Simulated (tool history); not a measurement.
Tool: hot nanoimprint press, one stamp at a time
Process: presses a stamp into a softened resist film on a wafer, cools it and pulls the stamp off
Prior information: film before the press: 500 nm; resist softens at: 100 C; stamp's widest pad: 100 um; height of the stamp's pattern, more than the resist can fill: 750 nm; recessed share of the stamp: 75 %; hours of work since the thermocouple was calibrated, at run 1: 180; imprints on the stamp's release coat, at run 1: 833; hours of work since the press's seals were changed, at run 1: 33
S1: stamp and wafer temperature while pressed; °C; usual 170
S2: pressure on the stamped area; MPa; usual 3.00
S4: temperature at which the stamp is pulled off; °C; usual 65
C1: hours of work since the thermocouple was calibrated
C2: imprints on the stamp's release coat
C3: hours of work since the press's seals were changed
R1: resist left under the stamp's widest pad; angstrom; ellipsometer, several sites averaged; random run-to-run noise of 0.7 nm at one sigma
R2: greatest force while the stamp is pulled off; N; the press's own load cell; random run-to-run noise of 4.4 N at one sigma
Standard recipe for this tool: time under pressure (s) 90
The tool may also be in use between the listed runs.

run 1 hour=0.0 | S1=170 S2=3.00 time_under_pressure_(s)=90 S4=65 | C1=180 C2=833 C3=33 | R1=2309 R2=265
run 2 hour=11.9 | S1=170 S2=3.00 time_under_pressure_(s)=90 S4=65 | C1=186 C2=876 C3=39 | R1=2305 R2=266
run 3 hour=23.6 | S1=170 S2=3.00 time_under_pressure_(s)=90 S4=65 | C1=192 C2=918 C3=45 | R1=2311 R2=279
run 4 hour=35.5 | S1=170 S2=3.00 time_under_pressure_(s)=90 S4=65 | C1=198 C2=961 C3=51 | R1=2296 R2=273
run 5 hour=44.9 | S1=170 S2=3.00 time_under_pressure_(s)=90 S4=53 | C1=203 C2=994 C3=56 | R1=2315 R2=324
run 6 hour=58.3 | S1=170 S2=3.00 time_under_pressure_(s)=90 S4=53 | C1=210 C2=1042 C3=62 | R1=2321 R2=343
run 7 hour=65.6 | S1=170 S2=3.00 time_under_pressure_(s)=90 S4=53 | C1=214 C2=1069 C3=66 | R1=2321 R2=336
run 8 hour=80.5 | S1=170 S2=3.00 time_under_pressure_(s)=90 S4=53 | C1=221 C2=1122 C3=74 | R1=2321 R2=359
run 9 hour=88.5 | S1=170 S2=3.00 time_under_pressure_(s)=90 S4=65 | C1=225 C2=1151 C3=78 | R1=2326 R2=290
run 10 hour=96.5 | S1=170 S2=3.00 time_under_pressure_(s)=90 S4=64 | C1=229 C2=1180 C3=82 | R1=2322 R2=289
run 11 hour=107.4 | S1=170 S2=3.00 time_under_pressure_(s)=90 S4=65 | C1=235 C2=1219 C3=87 | R1=2340 R2=279
run 12 hour=122.2 | S1=170 S2=3.00 time_under_pressure_(s)=90 S4=65 | C1=242 C2=1272 C3=95 | R1=2321 R2=295
run 13 hour=132.5 | S1=170 S2=3.00 time_under_pressure_(s)=90 S4=65 | C1=247 C2=1309 C3=100 | R1=2323 R2=298
run 14 hour=147.2 | S1=170 S2=3.00 time_under_pressure_(s)=90 S4=65 | C1=255 C2=1362 C3=107 | R1=2317 R2=297
run 15 hour=162.4 | S1=170 S2=3.00 time_under_pressure_(s)=90 S4=65 | C1=263 C2=1417 C3=115 | R1=2342 R2=293
run 16 hour=174.4 | S1=170 S2=3.42 time_under_pressure_(s)=90 S4=65 | C1=269 C2=1460 C3=121 | R1=2196 R2=314
run 17 hour=186.8 | S1=170 S2=3.84 time_under_pressure_(s)=46 S4=65 | C1=275 C2=1504 C3=127 | R1=2659 R2=307
-- hour=196.3 plate thermocouple calibrated
run 18 hour=198.9 | S1=165 S2=1.90 time_under_pressure_(s)=90 S4=70 | C1=1 C2=1537 C3=132 | R1=3363 R2=276
run 19 hour=207.8 | S1=165 S2=1.90 time_under_pressure_(s)=90 S4=70 | C1=6 C2=1569 C3=137 | R1=3328 R2=288
-- hour=220.5 stamp cleaned and given a new release coat
run 20 hour=229.3 | S1=165 S2=1.90 time_under_pressure_(s)=58 S4=51 | C1=14 C2=32 C3=144 | R1=3708 R2=279
run 21 hour=244.1 | S1=170 S2=3.83 time_under_pressure_(s)=85 S4=65 | C1=21 C2=85 C3=152 | R1=2065 R2=219
run 22 hour=255.1 | S1=170 S2=3.83 time_under_pressure_(s)=85 S4=65 | C1=27 C2=124 C3=157 | R1=2079 R2=220
run 23 hour=261.4 | S1=169 S2=3.83 time_under_pressure_(s)=85 S4=63 | C1=30 C2=147 C3=161 | R1=2175 R2=219
run 24 hour=271.2 | S1=169 S2=2.04 time_under_pressure_(s)=85 S4=64 | C1=35 C2=182 C3=166 | R1=2845 R2=229
run 25 hour=277.9 | S1=169 S2=2.04 time_under_pressure_(s)=85 S4=64 | C1=38 C2=206 C3=169 | R1=2852 R2=230
run 26 hour=291.6 | S1=160 S2=4.00 time_under_pressure_(s)=85 S4=64 | C1=45 C2=256 C3=176 | R1=3218 R2=241
run 27 hour=299.2 | S1=170 S2=3.71 time_under_pressure_(s)=140 S4=63 | C1=49 C2=283 C3=180 | R1=1735 R2=239
run 28 hour=311.7 | S1=170 S2=2.25 time_under_pressure_(s)=90 S4=58 | C1=55 C2=328 C3=186 | R1=2580 R2=264
run 29 hour=326.2 | S1=163 S2=4.10 time_under_pressure_(s)=173 S4=55 | C1=63 C2=380 C3=194 | R1=2180 R2=271

Each row is a separate what-if for the run after 29, all from the same tool condition, not one after another. Results?
run A hour=332.9 | S1=163 S2=1.85 time_under_pressure_(s)=61 S4=71 | C1=66 C2=404 C3=197 | R1=? R2=?
run B hour=332.9 | S1=163 S2=3.06 time_under_pressure_(s)=87 S4=58 | C1=66 C2=404 C3=197 | R1=? R2=?
run C hour=332.9 | S1=160 S2=3.00 time_under_pressure_(s)=125 S4=63 | C1=66 C2=404 C3=197 | R1=? R2=?
run D hour=332.9 | S1=181 S2=2.64 time_under_pressure_(s)=90 S4=65 | C1=66 C2=404 C3=197 | R1=? R2=?
run E hour=332.9 | S1=180 S2=3.00 time_under_pressure_(s)=107 S4=54 | C1=66 C2=404 C3=197 | R1=? R2=?

run=A R1=3939 R2=215
run=B R1=3104 R2=265
run=C R1=3191 R2=250
run=D R1=1455 R2=238
run=E R1=1318 R2=281
What these runs would have given with no unlogged condition in the tool:
run=A R1=3914 R2=193
run=B R1=3066 R2=238
run=C R1=3152 R2=224
run=D R1=1434 R2=214
run=E R1=1298 R2=253
